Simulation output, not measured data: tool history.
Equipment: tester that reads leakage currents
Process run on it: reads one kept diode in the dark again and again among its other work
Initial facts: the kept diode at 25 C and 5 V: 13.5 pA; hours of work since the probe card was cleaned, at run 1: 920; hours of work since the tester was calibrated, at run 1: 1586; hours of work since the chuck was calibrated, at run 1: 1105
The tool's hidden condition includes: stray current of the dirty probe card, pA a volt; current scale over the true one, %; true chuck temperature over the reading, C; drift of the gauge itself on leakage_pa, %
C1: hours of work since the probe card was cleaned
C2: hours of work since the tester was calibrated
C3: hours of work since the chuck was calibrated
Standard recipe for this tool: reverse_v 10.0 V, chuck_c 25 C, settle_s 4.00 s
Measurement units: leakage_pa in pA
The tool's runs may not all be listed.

{"run": 1, "hour": 0.0, "reverse_v": 10.0, "chuck_c": 25, "settle_s": 4.0, "C1": 920, "C2": 1586, "C3": 1105, "leakage_pa": 17.14}
{"run": 2, "hour": 82.6, "reverse_v": 10.0, "chuck_c": 25, "settle_s": 4.0, "C1": 974, "C2": 1640, "C3": 1159, "leakage_pa": 17.13}
{"run": 3, "hour": 160.0, "reverse_v": 10.0, "chuck_c": 25, "settle_s": 4.0, "C1": 1025, "C2": 1691, "C3": 1210, "leakage_pa": 17.0}
{"hour": 177.4, "done": "probe card cleaned and baked"}
{"hour": 227.4, "done": "chuck's temperature calibrated"}
{"run": 4, "hour": 307.1, "reverse_v": 10.0, "chuck_c": 25, "settle_s": 4.0, "C1": 84, "C2": 1784, "C3": 52, "leakage_pa": 17.03}
{"run": 5, "hour": 397.7, "reverse_v": 10.0, "chuck_c": 22, "settle_s": 4.0, "C1": 143, "C2": 1843, "C3": 112, "leakage_pa": 13.07}
{"run": 6, "hour": 540.0, "reverse_v": 10.0, "chuck_c": 22, "settle_s": 4.0, "C1": 237, "C2": 1937, "C3": 205, "leakage_pa": 13.04}
{"run": 7, "hour": 640.3, "reverse_v": 10.0, "chuck_c": 25, "settle_s": 9.07, "C1": 302, "C2": 2002, "C3": 271, "leakage_pa": 16.97}
{"run": 8, "hour": 752.2, "reverse_v": 10.0, "chuck_c": 25, "settle_s": 9.07, "C1": 376, "C2": 2076, "C3": 344, "leakage_pa": 16.93}
{"run": 9, "hour": 853.5, "reverse_v": 10.0, "chuck_c": 25, "settle_s": 4.0, "C1": 442, "C2": 2142, "C3": 411, "leakage_pa": 17.22}
{"run": 10, "hour": 919.6, "reverse_v": 10.0, "chuck_c": 25, "settle_s": 4.0, "C1": 486, "C2": 2186, "C3": 454, "leakage_pa": 17.18}
{"run": 11, "hour": 988.9, "reverse_v": 10.0, "chuck_c": 25, "settle_s": 4.0, "C1": 531, "C2": 2231, "C3": 499, "leakage_pa": 17.25}
{"run": 12, "hour": 1113.2, "reverse_v": 3.4, "chuck_c": 25, "settle_s": 0.94, "C1": 613, "C2": 2313, "C3": 581, "leakage_pa": 12.17}
{"hour": 1203.9, "done": "tester calibrated"}
{"run": 13, "hour": 1266.3, "reverse_v": 8.2, "chuck_c": 59, "settle_s": 0.71, "C1": 712, "C2": 41, "C3": 680, "leakage_pa": 255.62}
{"run": 14, "hour": 1352.2, "reverse_v": 8.2, "chuck_c": 59, "settle_s": 0.71, "C1": 768, "C2": 97, "C3": 737, "leakage_pa": 253.28}
{"run": 15, "hour": 1495.4, "reverse_v": 8.2, "chuck_c": 59, "settle_s": 0.71, "C1": 862, "C2": 191, "C3": 830, "leakage_pa": 254.95}
{"run": 16, "hour": 1648.5, "reverse_v": 15.0, "chuck_c": 35, "settle_s": 0.81, "C1": 962, "C2": 292, "C3": 931, "leakage_pa": 47.45}
{"hour": 1768.4, "done": "probe card cleaned and baked"}
{"run": 17, "hour": 1769.3, "reverse_v": 3.8, "chuck_c": 25, "settle_s": 7.42, "C1": 1, "C2": 369, "C3": 1008, "leakage_pa": 12.46}
{"run": 18, "hour": 1835.7, "reverse_v": 3.8, "chuck_c": 25, "settle_s": 7.42, "C1": 44, "C2": 412, "C3": 1052, "leakage_pa": 12.43}

Below are 5 alternative next runs, each starting from the tool's condition after run 18. Predict each:
{"run": "A", "hour": 1968.1, "reverse_v": 12.6, "chuck_c": 25, "settle_s": 4.0, "C1": 131, "C2": 499, "C3": 1139, "leakage_pa": "?"}
{"run": "B", "hour": 1968.1, "reverse_v": 2.0, "chuck_c": 22, "settle_s": 0.42, "C1": 131, "C2": 499, "C3": 1139, "leakage_pa": "?"}
{"run": "C", "hour": 1968.1, "reverse_v": 12.9, "chuck_c": 25, "settle_s": 1.3, "C1": 131, "C2": 499, "C3": 1139, "leakage_pa": "?"}
{"run": "D", "hour": 1968.1, "reverse_v": 3.8, "chuck_c": 28, "settle_s": 7.42, "C1": 131, "C2": 499, "C3": 1139, "leakage_pa": "?"}
{"run": "E", "hour": 1968.1, "reverse_v": 1.3, "chuck_c": 25, "settle_s": 7.42, "C1": 131, "C2": 499, "C3": 1139, "leakage_pa": "?"}

run=A leakage_pa=18.49
run=B leakage_pa=7.85
run=C leakage_pa=18.76
run=D leakage_pa=16.28
run=E leakage_pa=8.76
With no hidden state in the tool, these same runs would have given:
run=A leakage_pa=18.50
run=B leakage_pa=7.85
run=C leakage_pa=18.77
run=D leakage_pa=16.29
run=E leakage_pa=8.77
